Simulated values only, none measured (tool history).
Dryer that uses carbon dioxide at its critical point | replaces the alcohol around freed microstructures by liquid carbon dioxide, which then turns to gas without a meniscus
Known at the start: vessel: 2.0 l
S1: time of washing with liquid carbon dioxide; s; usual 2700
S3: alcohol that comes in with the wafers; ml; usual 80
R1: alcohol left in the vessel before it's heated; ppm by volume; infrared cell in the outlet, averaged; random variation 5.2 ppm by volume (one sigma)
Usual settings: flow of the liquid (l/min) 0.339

Run 1, hour 0.0: usual settings. Result: R1 253 ppm by volume.
Run 2, hour 33.1: usual settings. Result: R1 259 ppm by volume.
Run 3, hour 51.9: usual settings. Result: R1 274 ppm by volume.
Run 4, hour 77.7: usual settings. Result: R1 278 ppm by volume.
Run 5, hour 98.9: usual settings. Result: R1 272 ppm by volume.
Run 6, hour 121.9: usual settings. Result: R1 291 ppm by volume.
Run 7, hour 145.0: usual settings but S1 3000 s, flow of the liquid (l/min) 0.245, S3 49 ml. Result: R1 430 ppm by volume.
Run 8, hour 161.0: usual settings but S1 2760 s. Result: R1 300 ppm by volume.
Run 9, hour 177.8: usual settings but S1 2760 s, flow of the liquid (l/min) 0.210, S3 73 ml. Result: R1 1276 ppm by volume.
Run 10, hour 209.4: usual settings but S1 1680 s, flow of the liquid (l/min) 0.476, S3 48 ml. Result: R1 365 ppm by volume.
Run 11, hour 239.4: usual settings but S1 1680 s, flow of the liquid (l/min) 0.545, S3 48 ml. Result: R1 270 ppm by volume.

Hidden state or all else? Some run-to-run changes of R1, split into what the settings, what came in and random variation would give without the hidden state, and what is left for the hidden state (with any gauge scatter that isn't in both results):
The hidden state here: flow that reaches the vessel past the clogged filter, %; alcohol in the recycled carbon dioxide, ppm; drift of the gauge itself on alcohol_ppm, %.
Run 8 -> 9: flow of the liquid (l/min) 0.339 -> 0.210, S3 80 -> 73. R1 +976 ppm by volume: hidden state +250, all else +726.

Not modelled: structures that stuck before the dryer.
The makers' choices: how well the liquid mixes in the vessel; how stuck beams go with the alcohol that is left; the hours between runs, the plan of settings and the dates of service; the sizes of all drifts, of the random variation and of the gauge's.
